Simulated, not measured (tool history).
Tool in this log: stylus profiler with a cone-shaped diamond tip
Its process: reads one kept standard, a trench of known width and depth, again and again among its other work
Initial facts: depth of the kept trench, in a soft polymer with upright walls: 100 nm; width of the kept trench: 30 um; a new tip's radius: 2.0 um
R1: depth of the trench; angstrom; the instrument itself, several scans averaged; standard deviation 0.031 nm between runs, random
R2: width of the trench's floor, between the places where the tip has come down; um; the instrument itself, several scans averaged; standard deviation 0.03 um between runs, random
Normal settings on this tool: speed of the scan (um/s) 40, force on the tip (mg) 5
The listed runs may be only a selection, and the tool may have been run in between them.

Run 1, hour 0: usual settings. Result: R1 1024.7 angstrom, R2 28.4 um.
Run 2, hour 32.1: usual settings but speed of the scan (um/s) 87. Result: R1 1023.3 angstrom, R2 28.32 um.
Run 3, hour 66.5: usual settings but speed of the scan (um/s) 87. Result: R1 1024.3 angstrom, R2 28.31 um.
Run 4, hour 109.7: usual settings but speed of the scan (um/s) 37. Result: R1 1024.6 angstrom, R2 28.4 um.
Run 5, hour 149.6: usual settings but force on the tip (mg) 6.08. Result: R1 1028 angstrom, R2 28.4 um.
Run 6, hour 186.4: usual settings but speed of the scan (um/s) 136. Result: R1 1024.3 angstrom, R2 28.09 um.
Run 7, hour 226.3: usual settings but force on the tip (mg) 5.72. Result: R1 1026.6 angstrom, R2 28.32 um.
Run 8, hour 255.7: usual settings but force on the tip (mg) 1.92. Result: R1 1011.4 angstrom, R2 28.32 um.
Run 9, hour 286.9: usual settings but force on the tip (mg) 1.92. Result: R1 1011.8 angstrom, R2 28.28 um.
Run 10, hour 331.9: usual settings but force on the tip (mg) 1.92. Result: R1 1011.7 angstrom, R2 28.28 um.
Run 11, hour 355.6: usual settings but speed of the scan (um/s) 35. Result: R1 1024.5 angstrom, R2 28.36 um.
Run 12, hour 400.2: usual settings but speed of the scan (um/s) 35. Result: R1 1024.2 angstrom, R2 28.41 um.
Run 13, hour 439.2: usual settings but speed of the scan (um/s) 35. Result: R1 1023.8 angstrom, R2 28.36 um.
At hour 460.4: height scale calibrated on a step standard.
Run 14, hour 482.1: usual settings but speed of the scan (um/s) 33, force on the tip (mg) 4.97. Result: R1 1026.5 angstrom, R2 28.31 um.
Run 15, hour 529.3: usual settings but speed of the scan (um/s) 18, force on the tip (mg) 5.66. Result: R1 1028.8 angstrom, R2 28.4 um.
Run 16, hour 555.7: usual settings but speed of the scan (um/s) 18, force on the tip (mg) 5.66. Result: R1 1029.1 angstrom, R2 28.39 um.
Run 17, hour 586.7: usual settings but speed of the scan (um/s) 36, force on the tip (mg) 5.66. Result: R1 1029.1 angstrom, R2 28.35 um.
Run 18, hour 621.2: usual settings but speed of the scan (um/s) 63, force on the tip (mg) 2.52. Result: R1 1017.2 angstrom, R2 28.22 um.
Run 19, hour 665.8: usual settings but speed of the scan (um/s) 19, force on the tip (mg) 8.81. Result: R1 1038.6 angstrom, R2 28.32 um.
Run 20, hour 687: usual settings but speed of the scan (um/s) 19, force on the tip (mg) 8.81. Result: R1 1037.8 angstrom, R2 28.36 um.
Run 21, hour 726.7: usual settings but speed of the scan (um/s) 19, force on the tip (mg) 8.81. Result: R1 1039 angstrom, R2 28.35 um.
Run 22, hour 766.6: usual settings but speed of the scan (um/s) 23, force on the tip (mg) 8.81. Result: R1 1038.1 angstrom, R2 28.32 um.
Run 23, hour 808.4: usual settings but speed of the scan (um/s) 27, force on the tip (mg) 2.92. Result: R1 1018.2 angstrom, R2 28.34 um.
Run 24, hour 847.4: usual settings but speed of the scan (um/s) 76, force on the tip (mg) 6. Result: R1 1029.3 angstrom, R2 28.17 um.
Run 25, hour 868.2: usual settings but speed of the scan (um/s) 76, force on the tip (mg) 6. Result: R1 1029.6 angstrom, R2 28.17 um.
Run 26, hour 892: usual settings but speed of the scan (um/s) 11, force on the tip (mg) 6.27. Result: R1 1030.7 angstrom, R2 28.31 um.

Forecast each of these 3 alternatives for the next run:
Run A, hour 912.2: usual settings but speed of the scan (um/s) 117, force on the tip (mg) 6.27. Result: R1 ?, R2 ?.
Run B, hour 912.2: usual settings but speed of the scan (um/s) 20, force on the tip (mg) 2.22. Result: R1 ?, R2 ?.
Run C, hour 912.2: usual settings but speed of the scan (um/s) 14. Result: R1 ?, R2 ?.

run      R1     R2
  A  1030.3  28.02
  B  1014.9  28.27
  C  1025.8  28.29
Had the tool no hidden state, the same runs would have come out as:
run      R1     R2
  A  1030.7  28.41
  B  1015.3  28.67
  C  1026.3  28.69
